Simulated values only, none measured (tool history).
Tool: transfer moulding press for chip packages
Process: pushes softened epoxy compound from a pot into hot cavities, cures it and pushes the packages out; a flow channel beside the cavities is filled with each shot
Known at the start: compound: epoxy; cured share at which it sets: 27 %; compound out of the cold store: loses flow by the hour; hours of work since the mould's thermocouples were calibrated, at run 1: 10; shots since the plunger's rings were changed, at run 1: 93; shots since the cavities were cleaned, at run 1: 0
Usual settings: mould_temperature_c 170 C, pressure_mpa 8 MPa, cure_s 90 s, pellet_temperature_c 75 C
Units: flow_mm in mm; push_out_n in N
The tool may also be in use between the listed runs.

| run | hour | mould_temperature_c | pressure_mpa | cure_s | pellet_temperature_c | hours of work since the mould's thermocouples were calibrated | shots since the plunger's rings were changed | shots since the cavities were cleaned | incoming compound's hours out of the cold store | flow_mm | push_out_n |
|---|---|---|---|---|---|---|---|---|---|---|---|
| 1 | 0 | 170 | 8 | 90 | 75 | 10 | 93 | 0 | 27.5 | 823 | 490 |
| 2 | 21.4 | 170 | 8 | 90 | 75 | 19 | 255 | 162 | 46 | 756 | 582 |
| 3 | 35.8 | 170 | 8 | 90 | 75 | 25 | 364 | 271 | 9.6 | 886 | 675 |
| 4 | 45.6 | 170 | 8 | 109 | 75 | 29 | 438 | 345 | 47.3 | 752 | 570 |
| 5 | 61.7 | 170 | 8 | 109 | 75 | 36 | 560 | 467 | 16.8 | 858 | 640 |
| 6 | 71.7 | 170 | 8 | 109 | 75 | 40 | 637 | 544 | 20.5 | 846 | 665 |
|  | 79.3 | cavities cleaned with cleaning compound and waxed |
| 7 | 83.1 | 170 | 8 | 90 | 75 | 45 | 712 | 29 | 14.5 | 866 | 516 |
| 8 | 104 | 170 | 8 | 90 | 75 | 54 | 870 | 187 | 41.4 | 768 | 577 |
| 9 | 116.1 | 170 | 8 | 90 | 75 | 59 | 962 | 279 | 34.9 | 783 | 637 |
| 10 | 138.9 | 170 | 8 | 90 | 75 | 68 | 1135 | 452 | 39.5 | 767 | 728 |
|  | 159.3 | cavities cleaned with cleaning compound and waxed |
| 11 | 161.1 | 163 | 8.7 | 88 | 75 | 77 | 1292 | 14 | 10.5 | 943 | 872 |
| 12 | 179.9 | 163 | 8.7 | 81 | 74 | 85 | 1434 | 156 | 45 | 806 | 1092 |
| 13 | 192.5 | 163 | 8.7 | 81 | 74 | 90 | 1530 | 252 | 27.1 | 868 | 1247 |
| 14 | 205.2 | 162 | 8.7 | 81 | 69 | 96 | 1627 | 349 | 19.7 | 908 | 1518 |
| 15 | 218.3 | 162 | 8.7 | 81 | 69 | 101 | 1726 | 448 | 9.5 | 953 | 1727 |
|  | 239.3 | cavities cleaned with cleaning compound and waxed |
| 16 | 242.1 | 174 | 6.03 | 89 | 80 | 111 | 1895 | 21 | 23.8 | 700 | 413 |
| 17 | 260.3 | 172 | 6.03 | 89 | 72 | 118 | 2033 | 159 | 14.9 | 727 | 558 |
| 18 | 276.3 | 166 | 9.96 | 122 | 72 | 125 | 2154 | 280 | 25 | 920 | 563 |
| 19 | 299.3 | 170 | 7.67 | 74 | 73 | 135 | 2329 | 455 | 23.5 | 797 | 1062 |

Forecast each of these 4 alternatives for the next run:
| A | 315 | 172 | 8 | 70 | 74 | 142 | 2448 | 574 | 41.6 | ? | ? |
| B | 315 | 171 | 7.66 | 90 | 70 | 142 | 2448 | 574 | 21.3 | ? | ? |
| C | 315 | 165 | 8.3 | 74 | 74 | 142 | 2448 | 574 | 10.3 | ? | ? |
| D | 315 | 170 | 8 | 86 | 75 | 142 | 2448 | 574 | 34.1 | ? | ? |

| run | flow_mm | push_out_n |
|---|---|---|
| A | 745 | 1050 |
| B | 803 | 725 |
| C | 901 | 1760 |
| D | 773 | 791 |
Without the tool's hidden state the same runs would have given:
| run | flow_mm | push_out_n |
|---|---|---|
| A | 772 | 630 |
| B | 831 | 437 |
| C | 933 | 1052 |
| D | 800 | 476 |
